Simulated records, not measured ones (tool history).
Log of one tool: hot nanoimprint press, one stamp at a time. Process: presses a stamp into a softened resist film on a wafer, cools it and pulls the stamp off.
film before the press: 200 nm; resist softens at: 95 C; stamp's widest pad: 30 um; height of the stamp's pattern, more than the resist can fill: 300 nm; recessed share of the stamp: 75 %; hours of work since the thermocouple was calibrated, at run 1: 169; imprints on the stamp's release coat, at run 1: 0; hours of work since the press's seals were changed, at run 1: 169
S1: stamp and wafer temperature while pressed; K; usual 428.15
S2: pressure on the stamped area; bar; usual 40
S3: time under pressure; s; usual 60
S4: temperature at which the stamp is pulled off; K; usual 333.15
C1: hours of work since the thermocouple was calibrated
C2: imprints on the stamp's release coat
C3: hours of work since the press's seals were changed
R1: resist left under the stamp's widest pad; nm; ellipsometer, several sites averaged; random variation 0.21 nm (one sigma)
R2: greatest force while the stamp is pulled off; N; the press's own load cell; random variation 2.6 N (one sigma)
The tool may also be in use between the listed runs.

run 1 hour=0 | S1=428.15 S2=40 S3=60 S4=333.15 | C1=169 C2=0 C3=169 | R1=71.6 R2=172
run 2 hour=79.9 | S1=428.15 S2=40 S3=60 S4=333.15 | C1=211 C2=210 C3=211 | R1=71.3 R2=177
run 3 hour=138.9 | S1=428.15 S2=40 S3=60 S4=333.15 | C1=242 C2=365 C3=242 | R1=71.2 R2=179
run 4 hour=182.8 | S1=423.15 S2=40 S3=60 S4=333.15 | C1=265 C2=481 C3=265 | R1=85.7 R2=181
run 5 hour=266.1 | S1=423.15 S2=40 S3=60 S4=333.15 | C1=308 C2=700 C3=308 | R1=85.8 R2=184
run 6 hour=326.5 | S1=423.15 S2=40 S3=60 S4=333.15 | C1=340 C2=858 C3=340 | R1=86 R2=185
-- hour=353.8 plate thermocouple calibrated
run 7 hour=370.2 | S1=428.15 S2=40 S3=49 S4=333.15 | C1=9 C2=966 C3=362 | R1=79.5 R2=187
run 8 hour=424 | S1=428.15 S2=33.5 S3=60 S4=333.15 | C1=37 C2=1107 C3=390 | R1=80.1 R2=188
run 9 hour=470.9 | S1=428.15 S2=40 S3=60 S4=333.15 | C1=62 C2=1230 C3=414 | R1=73.5 R2=195
run 10 hour=543.9 | S1=428.15 S2=40 S3=60 S4=333.15 | C1=100 C2=1422 C3=453 | R1=72.9 R2=191
run 11 hour=587.4 | S1=428.15 S2=40 S3=60 S4=333.15 | C1=123 C2=1537 C3=476 | R1=72.9 R2=196
run 12 hour=636.9 | S1=428.15 S2=40 S3=60 S4=333.15 | C1=149 C2=1667 C3=502 | R1=72.7 R2=197
run 13 hour=677 | S1=428.15 S2=40 S3=60 S4=333.15 | C1=170 C2=1772 C3=523 | R1=72.9 R2=200
-- hour=748.8 stamp cleaned and given a new release coat
run 14 hour=751 | S1=428.15 S2=40 S3=60 S4=333.15 | C1=205 C2=6 C3=558 | R1=72.6 R2=177
run 15 hour=805 | S1=428.15 S2=40 S3=60 S4=333.15 | C1=234 C2=148 C3=587 | R1=72.1 R2=178
run 16 hour=860.7 | S1=428.15 S2=40 S3=60 S4=333.15 | C1=263 C2=294 C3=616 | R1=72 R2=177
run 17 hour=901.8 | S1=434.15 S2=40 S3=77 S4=326.15 | C1=285 C2=402 C3=638 | R1=52.4 R2=197
run 18 hour=975.4 | S1=421.15 S2=29.4 S3=60 S4=333.15 | C1=323 C2=596 C3=676 | R1=107.6 R2=182
-- hour=1035.9 plate thermocouple calibrated
-- hour=1062 press's hydraulic seals changed and the load cell set to zero
run 19 hour=1070.6 | S1=435.15 S2=32.8 S3=107 S4=336.15 | C1=14 C2=817 C3=5 | R1=49 R2=181

The next listed run, before its measurement:
run 20 hour=1125.2 | S1=435.15 S2=32.8 S3=38 S4=337.15 | C1=43 C2=961 C3=33 | R1=? R2=?

Run 20 gave R1 74.4 nm, R2 178 N.
Without the tool's hidden state the same run would have given R1 75.1 nm, R2 168 N.
